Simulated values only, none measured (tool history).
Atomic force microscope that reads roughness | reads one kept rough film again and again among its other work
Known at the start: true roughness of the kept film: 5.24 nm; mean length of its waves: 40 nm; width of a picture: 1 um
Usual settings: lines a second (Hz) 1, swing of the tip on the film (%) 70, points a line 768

run   hour  lines a second (Hz)  swing of the tip on the film (%)  points a line  roughness of the kept film (nm (root mean square))
  1      0                    1                                70            768                                               4.558
  2   19.5                    1                                70            768                                               4.533
  3   34.7                    1                                70            768                                               4.534
  4     64                    1                                70            768                                                4.47
  5   84.9                    1                                70            768                                               4.483
  6  110.1                 2.22                                77            404                                               4.049
  7  124.9                 1.04                                70            665                                               4.381
  8  144.3                 1.04                                70            665                                               4.333
  9  164.7                  1.6                                71            392                                                4.21
 10  183.5                  1.6                                71            392                                               4.141

4 ways to go on from here, each from the tool as it stands after run 10. What would each give?
  A  210.2                 1.63                                71            392                                                   ?
  B  210.2                    1                                55            891                                                   ?
  C  210.2                 0.57                                70            768                                                   ?
  D  210.2                    1                                70            422                                                   ?

run  roughness of the kept film (nm (root mean square))
  A                                               4.153
  B                                               4.401
  C                                               4.393
  D                                               4.268
Without the tool's hidden state the same runs would have given:
run  roughness of the kept film (nm (root mean square))
  A                                               4.467
  B                                               4.733
  C                                               4.725
  D                                                4.59
